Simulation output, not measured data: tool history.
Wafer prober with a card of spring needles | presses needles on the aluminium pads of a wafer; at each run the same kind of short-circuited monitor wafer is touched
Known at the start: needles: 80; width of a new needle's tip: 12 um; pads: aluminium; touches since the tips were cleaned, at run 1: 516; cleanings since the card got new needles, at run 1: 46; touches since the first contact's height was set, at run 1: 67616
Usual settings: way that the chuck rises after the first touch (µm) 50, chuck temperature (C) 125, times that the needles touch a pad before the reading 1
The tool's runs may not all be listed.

run,hour,way that the chuck rises after the first touch (µm),chuck temperature (C),times that the needles touch a pad before the reading,touches since the tips were cleaned,cleanings since the card got new needles,touches since the first contact's height was set,resistance of one needle with its contact and lead (mohm),way that a needle slides on the pad (µm)
1,0.0,50,125,1,516,46,67616,125,12.30
# hour 12.1: tips cleaned on abrasive film
2,23.4,50,125,1,7720,47,83503,125,12.26
# hour 25.9: tips cleaned on abrasive film
# hour 38.4: tips cleaned on abrasive film
# hour 53.6: tips cleaned on abrasive film
3,63.3,50,125,1,6596,50,110454,125,12.32
# hour 66.2: tips cleaned on abrasive film
# hour 78.6: tips cleaned on abrasive film
# hour 91.8: tips cleaned on abrasive film
4,99.5,50,125,1,5267,53,134953,127,12.23
# hour 104.6: tips cleaned on abrasive film
# hour 118.7: tips cleaned on abrasive film
5,127.7,50,125,1,6139,55,153989,125,12.25
# hour 132.5: tips cleaned on abrasive film
# hour 145.7: tips cleaned on abrasive film
6,156.4,50,125,1,7285,57,173416,124,12.22
# hour 158.3: tips cleaned on abrasive film
# hour 172.3: tips cleaned on abrasive film
# hour 185.4: tips cleaned on abrasive film
7,186.6,50,125,1,845,60,193794,126,12.27
# hour 189.1: height of the first contact set anew
# hour 198.4: tips cleaned on abrasive film
# hour 212.2: tips cleaned on abrasive film
8,215.2,50,106,1,2027,62,17631,121,12.24
# hour 226.7: tips cleaned on abrasive film
9,235.9,50,106,1,6239,63,31648,121,12.19
# hour 241.1: tips cleaned on abrasive film
# hour 254.0: tips cleaned on abrasive film
10,265.7,50,106,1,7983,65,51839,122,12.21
# hour 268.4: tips cleaned on abrasive film
# hour 281.2: tips cleaned on abrasive film
# hour 294.4: tips cleaned on abrasive film
11,295.9,50,106,1,1059,68,72226,122,12.23
# hour 308.5: tips cleaned on abrasive film
# hour 322.3: tips cleaned on abrasive film
12,330.8,50,90,1,5806,70,95838,121,12.24
# hour 336.1: tips cleaned on abrasive film
# hour 348.8: tips cleaned on abrasive film
13,348.8,50,26,1,0,72,107990,110,12.16
# hour 361.4: tips cleaned on abrasive film
# hour 376.2: tips cleaned on abrasive film
14,378.3,50,26,1,1380,74,127923,109,12.20
# hour 389.2: tips cleaned on abrasive film
# hour 403.0: tips cleaned on abrasive film
15,404.5,50,125,1,1023,76,145675,125,12.17
# hour 417.1: tips cleaned on abrasive film
# hour 430.5: tips cleaned on abrasive film
16,440.2,33,84,3,6636,78,169882,128,8.01
# hour 443.4: tips cleaned on abrasive film
# hour 458.3: tips cleaned on abrasive film
17,458.6,34,71,2,237,80,182281,124,8.28
# hour 472.7: tips cleaned on abrasive film
# hour 477.6: height of the first contact set anew
18,481.3,50,48,1,5668,81,2543,112,12.15
# hour 486.9: tips cleaned on abrasive film
# hour 500.5: tips cleaned on abrasive film
19,500.5,41,33,1,0,83,15471,115,9.95
# hour 514.5: tips cleaned on abrasive film
20,524.2,41,33,1,6609,84,31572,113,9.92
# hour 528.2: tips cleaned on abrasive film
# hour 541.4: tips cleaned on abrasive film
# hour 554.9: tips cleaned on abrasive film
21,563.6,66,33,1,5927,87,58199,109,16.01
# hour 569.7: tips cleaned on abrasive film
# hour 582.2: tips cleaned on abrasive film
22,594.0,66,33,1,8058,89,78798,109,16.02
# hour 596.1: tips cleaned on abrasive film
# hour 608.7: tips cleaned on abrasive film
# hour 621.9: tips cleaned on abrasive film
23,627.5,56,114,1,3808,92,101435,123,13.58
# hour 637.1: tips cleaned on abrasive film
# hour 649.8: tips cleaned on abrasive film
24,652.3,60,47,2,1721,94,118184,112,14.55
# hour 662.6: tips cleaned on abrasive film
# hour 676.0: tips cleaned on abrasive film
25,683.2,60,47,2,4867,96,139069,112,14.54
# hour 688.6: tips cleaned on abrasive film
# hour 701.6: tips cleaned on abrasive film
# hour 714.9: tips cleaned on abrasive film
26,717.2,60,47,2,1574,99,162044,111,14.47
# hour 727.7: tips cleaned on abrasive film
# hour 741.3: tips cleaned on abrasive film
27,753.2,60,47,2,8143,101,186447,109,14.54
# hour 756.0: tips cleaned on abrasive film
# hour 759.1: gauge calibrated
# hour 767.8: height of the first contact set anew
# hour 770.9: tips cleaned on abrasive film
28,782.4,60,47,2,7809,103,9905,109,14.72
# hour 785.6: tips cleaned on abrasive film
# hour 800.0: tips cleaned on abrasive film
29,800.0,50,37,2,0,105,21734,112,12.24
# hour 813.4: tips cleaned on abrasive film
30,822.3,50,37,2,6102,106,36906,112,12.26

Forecast each of these 3 alternatives for the next run:
# hour 828.3: tips cleaned on abrasive film
# hour 842.1: tips cleaned on abrasive film
A,844.3,50,37,1,1503,108,51764,?,?
# hour 828.3: tips cleaned on abrasive film
# hour 842.1: tips cleaned on abrasive film
B,844.3,62,51,1,1503,108,51764,?,?
# hour 828.3: tips cleaned on abrasive film
# hour 842.1: tips cleaned on abrasive film
C,844.3,50,45,1,1503,108,51764,?,?

run,resistance of one needle with its contact and lead (mohm),way that a needle slides on the pad (µm)
A,110,12.26
B,111,15.20
C,112,12.20
Without the tool's hidden state the same runs would have given:
run,resistance of one needle with its contact and lead (mohm),way that a needle slides on the pad (µm)
A,109,12.28
B,111,15.22
C,112,12.22
